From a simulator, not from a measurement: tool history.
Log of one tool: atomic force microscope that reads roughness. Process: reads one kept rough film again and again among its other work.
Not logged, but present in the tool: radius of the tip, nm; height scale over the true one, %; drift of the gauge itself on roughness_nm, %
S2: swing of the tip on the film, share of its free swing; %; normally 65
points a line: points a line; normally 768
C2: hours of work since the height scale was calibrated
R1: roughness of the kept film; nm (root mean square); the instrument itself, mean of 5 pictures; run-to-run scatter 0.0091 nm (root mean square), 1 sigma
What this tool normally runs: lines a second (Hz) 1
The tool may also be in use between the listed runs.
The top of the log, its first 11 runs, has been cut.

Run 12, hour 166.1: usual settings but points a line 566; pictures with this tip 28; C2 638. Result: R1 1.929 nm (root mean square).
Run 13, hour 180.7: usual settings; pictures with this tip 60; C2 649. Result: R1 1.835 nm (root mean square).
At hour 192.2: new tip fitted.
Run 14, hour 193.3: usual settings; pictures with this tip 2; C2 658. Result: R1 2.01 nm (root mean square).
Run 15, hour 206.8: usual settings but points a line 277; pictures with this tip 32; C2 668. Result: R1 1.929 nm (root mean square).
Run 16, hour 223: usual settings but lines a second (Hz) 3.76, S2 71 %, points a line 681; pictures with this tip 68; C2 679. Result: R1 1.613 nm (root mean square).
At hour 231.9: new tip fitted.
Run 17, hour 241.5: usual settings but lines a second (Hz) 3.76, S2 71 %, points a line 681; pictures with this tip 21; C2 693. Result: R1 1.721 nm (root mean square).
Run 18, hour 254.8: usual settings but lines a second (Hz) 3.76, S2 71 %, points a line 681; pictures with this tip 51; C2 702. Result: R1 1.681 nm (root mean square).
Run 19, hour 267.5: usual settings but lines a second (Hz) 2.02, S2 60 %, points a line 303; pictures with this tip 79; C2 712. Result: R1 1.767 nm (root mean square).
At hour 270.4: new tip fitted.
Run 20, hour 279.7: usual settings but lines a second (Hz) 2.02, S2 60 %, points a line 303; pictures with this tip 20; C2 720. Result: R1 1.938 nm (root mean square).
Run 21, hour 291.2: usual settings but lines a second (Hz) 0.82, S2 64 %, points a line 275; pictures with this tip 46; C2 729. Result: R1 1.894 nm (root mean square).
Run 22, hour 305.2: usual settings but lines a second (Hz) 0.82, S2 64 %, points a line 275; pictures with this tip 77; C2 739. Result: R1 1.787 nm (root mean square).
At hour 309.4: new tip fitted.
Run 23, hour 316.3: usual settings but lines a second (Hz) 0.51, S2 74 %; pictures with this tip 16; C2 747. Result: R1 1.995 nm (root mean square).
Run 24, hour 335.5: usual settings but lines a second (Hz) 0.51, S2 74 %; pictures with this tip 58; C2 761. Result: R1 1.873 nm (root mean square).
At hour 348.7: new tip fitted.
Run 25, hour 352.4: usual settings but lines a second (Hz) 0.51, S2 81 %, points a line 502; pictures with this tip 8; C2 773. Result: R1 1.992 nm (root mean square).
Run 26, hour 365.6: usual settings but S2 56 %, points a line 724; pictures with this tip 37; C2 783. Result: R1 1.932 nm (root mean square).
Run 27, hour 385.4: usual settings but S2 56 %, points a line 347; pictures with this tip 81; C2 797. Result: R1 1.807 nm (root mean square).
At hour 388.1: new tip fitted.
Run 28, hour 397.9: usual settings but lines a second (Hz) 1.56, points a line 585; pictures with this tip 22; C2 806. Result: R1 1.928 nm (root mean square).
Run 29, hour 408.7: usual settings but lines a second (Hz) 2.37, S2 83 %, points a line 518; pictures with this tip 46; C2 814. Result: R1 1.646 nm (root mean square).
Run 30, hour 418.5: usual settings but lines a second (Hz) 2.37, S2 83 %, points a line 518; pictures with this tip 68; C2 821. Result: R1 1.59 nm (root mean square).

3 ways to go on from here, each from the tool as it stands after run 30. What would each give?
At hour 426.8: new tip fitted.
Run A, hour 428.4: usual settings but lines a second (Hz) 2.37, S2 83 %, points a line 861; pictures with this tip 4; C2 828. Result: R1 ?.
At hour 426.8: new tip fitted.
Run B, hour 428.4: usual settings but lines a second (Hz) 1.9, S2 83 %, points a line 518; pictures with this tip 4; C2 828. Result: R1 ?.
At hour 426.8: new tip fitted.
Run C, hour 428.4: usual settings but lines a second (Hz) 2.3, S2 80 %, points a line 497; pictures with this tip 4; C2 828. Result: R1 ?.

run     R1
  A  1.748
  B  1.807
  C    1.8
What these runs would have given with no unlogged condition in the tool:
run     R1
  A  1.758
  B  1.817
  C   1.81

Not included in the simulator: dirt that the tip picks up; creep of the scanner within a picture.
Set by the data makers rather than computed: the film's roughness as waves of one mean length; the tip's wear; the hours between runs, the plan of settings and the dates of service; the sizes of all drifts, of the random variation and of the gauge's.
